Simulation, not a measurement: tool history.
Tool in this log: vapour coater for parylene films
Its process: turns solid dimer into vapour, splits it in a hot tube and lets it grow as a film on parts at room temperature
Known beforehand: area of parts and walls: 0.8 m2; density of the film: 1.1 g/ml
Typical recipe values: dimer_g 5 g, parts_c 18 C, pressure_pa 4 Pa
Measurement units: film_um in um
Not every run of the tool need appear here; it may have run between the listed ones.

run,day,dimer_g,parts_c,pressure_pa,film_um
1,0,5,18,4,4.26
2,1.042,7,18,4,5.86
3,2.204,7,18,4,5.91
4,3.642,7,18,4,5.85
5,5.033,5,18,4,4.17
6,6.767,5,18,4,4.11
7,8.258,5,18,4,4.13
8,9.858,5,18,4,4.11
9,11.054,5,18,4,4.1
10,12.738,5,18,5,3.88
# day 13.654: trap's valve overhauled
11,13.654,5,18,4,4.35

For run 12, what comes out?
12,15.179,5,11,10.98,?

film_um: 4.59 um
The same run, on a tool lacking any hidden state, would have yielded film_um 4.62 um.
